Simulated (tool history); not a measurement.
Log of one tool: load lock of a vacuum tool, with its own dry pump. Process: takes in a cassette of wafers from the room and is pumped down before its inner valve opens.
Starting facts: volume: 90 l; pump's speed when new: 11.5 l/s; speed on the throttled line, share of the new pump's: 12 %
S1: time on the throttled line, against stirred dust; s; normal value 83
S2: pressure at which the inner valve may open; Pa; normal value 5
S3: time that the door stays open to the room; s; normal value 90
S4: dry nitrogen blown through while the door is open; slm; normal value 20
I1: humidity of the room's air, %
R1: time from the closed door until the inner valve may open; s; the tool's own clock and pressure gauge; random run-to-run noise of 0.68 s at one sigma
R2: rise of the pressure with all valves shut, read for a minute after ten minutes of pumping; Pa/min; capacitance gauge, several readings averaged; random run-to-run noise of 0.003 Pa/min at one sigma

{"run": 1, "hour": 0.0, "S1": 83, "S2": 5, "S3": 90, "S4": 20, "I1": 43.7, "R1": 156.4, "R2": 0.079}
{"run": 2, "hour": 320.6, "S1": 83, "S2": 5, "S3": 90, "S4": 20, "I1": 44.4, "R1": 158.7, "R2": 0.084}
{"run": 3, "hour": 623.0, "S1": 83, "S2": 8, "S3": 90, "S4": 20, "I1": 45.6, "R1": 154.1, "R2": 0.09}
{"run": 4, "hour": 930.9, "S1": 83, "S2": 8, "S3": 90, "S4": 20, "I1": 45.5, "R1": 154.1, "R2": 0.096}
{"run": 5, "hour": 1276.4, "S1": 83, "S2": 8, "S3": 90, "S4": 20, "I1": 43.9, "R1": 154.9, "R2": 0.093}
{"run": 6, "hour": 1792.1, "S1": 83, "S2": 8, "S3": 90, "S4": 20, "I1": 48.4, "R1": 155.7, "R2": 0.103}
{"run": 7, "hour": 2097.4, "S1": 83, "S2": 5, "S3": 90, "S4": 20, "I1": 45.6, "R1": 160.8, "R2": 0.105}
{"run": 8, "hour": 2653.2, "S1": 83, "S2": 5, "S3": 90, "S4": 20, "I1": 45.5, "R1": 160.1, "R2": 0.111}
{"run": 9, "hour": 3042.6, "S1": 83, "S2": 5, "S3": 90, "S4": 20, "I1": 46.9, "R1": 162.3, "R2": 0.115}
{"run": 10, "hour": 3376.8, "S1": 83, "S2": 5, "S3": 90, "S4": 20, "I1": 46.0, "R1": 160.9, "R2": 0.114}
{"run": 11, "hour": 3647.4, "S1": 83, "S2": 5, "S3": 90, "S4": 20, "I1": 47.5, "R1": 162.4, "R2": 0.116}
{"run": 12, "hour": 4097.5, "S1": 83, "S2": 5, "S3": 90, "S4": 20, "I1": 43.7, "R1": 162.3, "R2": 0.118}
{"run": 13, "hour": 4692.9, "S1": 83, "S2": 6, "S3": 90, "S4": 20, "I1": 42.5, "R1": 151.5, "R2": 0.122}
{"run": 14, "hour": 5182.5, "S1": 83, "S2": 6, "S3": 90, "S4": 20, "I1": 45.6, "R1": 151.6, "R2": 0.135}
{"run": 15, "hour": 5577.1, "S1": 83, "S2": 7, "S3": 90, "S4": 20, "I1": 45.1, "R1": 150.4, "R2": 0.129}
{"run": 16, "hour": 6156.3, "S1": 83, "S2": 7, "S3": 90, "S4": 20, "I1": 44.0, "R1": 151.0, "R2": 0.144}
{"run": 17, "hour": 6561.7, "S1": 83, "S2": 7, "S3": 90, "S4": 20, "I1": 45.1, "R1": 150.8, "R2": 0.144}
{"run": 18, "hour": 6950.0, "S1": 83, "S2": 7, "S3": 48, "S4": 20, "I1": 47.4, "R1": 150.9, "R2": 0.139}
{"run": 19, "hour": 7550.1, "S1": 79, "S2": 5, "S3": 35, "S4": 20, "I1": 43.1, "R1": 151.8, "R2": 0.14}
{"run": 20, "hour": 8176.2, "S1": 100, "S2": 5, "S3": 35, "S4": 5, "I1": 44.6, "R1": 169.0, "R2": 0.158}
{"run": 21, "hour": 8820.8, "S1": 100, "S2": 5, "S3": 35, "S4": 5, "I1": 43.1, "R1": 169.5, "R2": 0.172}
{"run": 22, "hour": 9329.9, "S1": 54, "S2": 9, "S3": 75, "S4": 5, "I1": 45.2, "R1": 126.3, "R2": 0.201}
{"run": 23, "hour": 9811.5, "S1": 83, "S2": 6, "S3": 90, "S4": 20, "I1": 44.3, "R1": 155.2, "R2": 0.194}
{"run": 24, "hour": 10378.3, "S1": 98, "S2": 6, "S3": 48, "S4": 20, "I1": 46.9, "R1": 170.4, "R2": 0.189}
{"run": 25, "hour": 10775.8, "S1": 106, "S2": 6, "S3": 90, "S4": 43, "I1": 44.1, "R1": 177.7, "R2": 0.191}
{"run": 26, "hour": 11283.0, "S1": 106, "S2": 6, "S3": 90, "S4": 43, "I1": 43.1, "R1": 177.4, "R2": 0.198}
{"run": 27, "hour": 11645.5, "S1": 42, "S2": 5, "S3": 90, "S4": 11, "I1": 43.2, "R1": 123.6, "R2": 0.231}
{"run": 28, "hour": 12020.1, "S1": 48, "S2": 9, "S3": 45, "S4": 4, "I1": 47.3, "R1": 124.0, "R2": 0.231}
{"run": 29, "hour": 12632.7, "S1": 66, "S2": 4, "S3": 28, "S4": 28, "I1": 45.3, "R1": 146.9, "R2": 0.212}
{"run": 30, "hour": 13175.8, "S1": 103, "S2": 9, "S3": 90, "S4": 20, "I1": 43.7, "R1": 171.0, "R2": 0.241}
{"run": 31, "hour": 13546.3, "S1": 83, "S2": 5, "S3": 34, "S4": 16, "I1": 45.8, "R1": 161.6, "R2": 0.223}
{"run": 32, "hour": 14105.0, "S1": 129, "S2": 8, "S3": 111, "S4": 6, "I1": 43.0, "R1": 196.3, "R2": 0.281}
{"run": 33, "hour": 14640.8, "S1": 129, "S2": 8, "S3": 111, "S4": 6, "I1": 46.0, "R1": 197.9, "R2": 0.297}
{"run": 34, "hour": 14909.1, "S1": 129, "S2": 8, "S3": 111, "S4": 6, "I1": 45.4, "R1": 197.6, "R2": 0.303}
{"run": 35, "hour": 15487.8, "S1": 54, "S2": 4, "S3": 111, "S4": 6, "I1": 46.8, "R1": 140.9, "R2": 0.32}
{"run": 36, "hour": 16047.7, "S1": 115, "S2": 4, "S3": 111, "S4": 6, "I1": 44.1, "R1": 194.2, "R2": 0.319}

The log once held 1 entry between its listed runs, left out of this copy. Where does each go, and what is different about the tool's unlogged condition between the listed run before it and the listed run after it?
Run 12 -> run 13: dry pump taken out, an overhauled one fitted (hour 4438.9)
  pump's speed, % of a new pump's: 86.3 -> 98.9; leak at the door's seal, Pa l/s: 0.1222 -> 0.1314
  measured value less the no-hidden-state value, R1: +11.3 -> +1.0 s; R2: +0.079 -> +0.086 Pa/min
